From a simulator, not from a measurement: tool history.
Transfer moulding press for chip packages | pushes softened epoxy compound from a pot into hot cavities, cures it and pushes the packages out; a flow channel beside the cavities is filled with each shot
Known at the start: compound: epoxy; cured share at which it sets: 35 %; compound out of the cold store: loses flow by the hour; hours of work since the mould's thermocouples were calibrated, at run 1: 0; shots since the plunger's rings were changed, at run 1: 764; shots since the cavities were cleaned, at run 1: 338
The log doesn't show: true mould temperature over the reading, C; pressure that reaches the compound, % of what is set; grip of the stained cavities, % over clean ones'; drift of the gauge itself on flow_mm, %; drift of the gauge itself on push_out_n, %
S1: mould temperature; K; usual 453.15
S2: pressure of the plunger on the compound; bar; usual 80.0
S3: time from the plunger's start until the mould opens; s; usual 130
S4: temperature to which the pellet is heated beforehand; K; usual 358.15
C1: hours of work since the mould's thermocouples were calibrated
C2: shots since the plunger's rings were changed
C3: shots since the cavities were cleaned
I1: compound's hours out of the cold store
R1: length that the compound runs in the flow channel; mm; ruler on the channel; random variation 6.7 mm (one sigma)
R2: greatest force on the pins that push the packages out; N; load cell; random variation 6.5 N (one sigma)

run     day      S1    S2   S3      S4   C1    C2   C3    I1   R1   R2
  1   0.000  453.15  80.0  130  358.15    0   764  338  39.9  850  351
  2   2.583  453.15  80.0  130  358.15   27  1124  698  45.3  828  446
      3.808  -- cavities cleaned with cleaning compound and waxed
  3   3.962  453.15  80.0  130  358.15   40  1307   22  19.9  900  293
  4   5.954  453.15  80.0  130  358.15   61  1583  298  24.1  875  377
  5   7.746  453.15  80.0  130  358.15   79  1833  548  14.4  907  445
  6   9.658  453.15  80.0  130  358.15   99  2099  814  39.4  840  479
     10.133  -- cavities cleaned with cleaning compound and waxed
  7  12.450  453.15  70.8  130  358.15  127  2478  322   8.9  853  386
  8  14.375  453.15  70.8  130  358.15  147  2746  590  13.6  838  417
  9  15.858  453.15  70.8  130  358.15  163  2952  796  34.7  781  491
     16.350  -- cavities cleaned with cleaning compound and waxed
 10  17.821  453.15  80.0  130  358.15  182  3216  204  44.5  804  311
 11  19.012  453.15  80.0  130  358.15  195  3382  370  43.3  801  367
 12  20.967  453.15  81.4  130  358.15  215  3654  642  45.7  801  437
     22.571  -- cavities cleaned with cleaning compound and waxed
 13  23.212  457.15  81.4  147  356.15  237  3957   89  25.3  825  245
 14  25.538  459.15  81.4  143  360.15  261  4280  412  31.1  808  330
 15  26.954  453.15  80.0  145  366.15  276  4477  609  42.4  780  400
     27.796  -- plunger's sealing rings changed
 16  28.696  453.15  80.0  145  366.15  293   125  837  38.8  872  433
     28.988  -- cavities cleaned with cleaning compound and waxed
 17  29.983  453.15  80.0  145  366.15  306   296  139   8.0  963  299
 18  31.708  455.15  63.5  130  358.15  324   535  378  29.3  781  370
 19  33.121  453.15  78.3  123  365.15  338   732  575  31.0  866  482
 20  34.596  453.15  78.3  123  365.15  353   937  780  36.0  851  522
     35.229  -- cavities cleaned with cleaning compound and waxed
 21  37.321  453.15  91.8  130  352.15  381  1307  291  45.7  884  354
 22  39.300  453.15  63.7  130  363.15  401  1582  566  40.2  747  415

How the hidden state differs across the entries between the runs, from the last listed run before each to the first after it:
Between runs 2 and 3: cavities cleaned with cleaning compound and waxed (day 3.808)
  true mould temperature over the reading, C: -0.35 -> -0.38; pressure that reaches the compound, % of what is set: 95.65 -> 94.99; grip of the stained cavities, % over clean ones': 75.7 -> 5.6
  measured less the result without the state, R1: -17 -> -22 mm; R2: +195 -> +20 N
Between runs 6 and 7: cavities cleaned with cleaning compound and waxed (day 10.133)
  true mould temperature over the reading, C: -0.49 -> -0.54; pressure that reaches the compound, % of what is set: 91.89 -> 90.59; grip of the stained cavities, % over clean ones': 83 -> 41.3
  measured less the result without the state, R1: -34 -> -41 mm; R2: +222 -> +119 N
Between runs 9 and 10: cavities cleaned with cleaning compound and waxed (day 16.350)
  true mould temperature over the reading, C: -0.6 -> -0.64; pressure that reaches the compound, % of what is set: 88.76 -> 87.77; grip of the stained cavities, % over clean ones': 79.8 -> 27.7
  measured less the result without the state, R1: -45 -> -51 mm; R2: +223 -> +75 N
Between runs 12 and 13: cavities cleaned with cleaning compound and waxed (day 22.571)
  true mould temperature over the reading, C: -0.7 -> -0.74; pressure that reaches the compound, % of what is set: 86.15 -> 85.03; grip of the stained cavities, % over clean ones': 67.8 -> 13.8
  measured less the result without the state, R1: -60 -> -67 mm; R2: +182 -> +31 N
Between runs 15 and 16: plunger's sealing rings changed (day 27.796)
  true mould temperature over the reading, C: -0.8 -> -0.84; pressure that reaches the compound, % of what is set: 82.99 -> 99.57; grip of the stained cavities, % over clean ones': 68.2 -> 82.1
  measured less the result without the state, R1: -74 -> +2 mm; R2: +165 -> +200 N
Between runs 16 and 17: cavities cleaned with cleaning compound and waxed (day 28.988)
  true mould temperature over the reading, C: -0.84 -> -0.86; pressure that reaches the compound, % of what is set: 99.57 -> 98.94; grip of the stained cavities, % over clean ones': 82.1 -> 21.9
  measured less the result without the state, R1: +2 -> -2 mm; R2: +200 -> +59 N
Between runs 20 and 21: cavities cleaned with cleaning compound and waxed (day 35.229)
  true mould temperature over the reading, C: -0.94 -> -0.99; pressure that reaches the compound, % of what is set: 96.65 -> 95.27; grip of the stained cavities, % over clean ones': 79.2 -> 39.3
  measured less the result without the state, R1: -11 -> -17 mm; R2: +243 -> +111 N
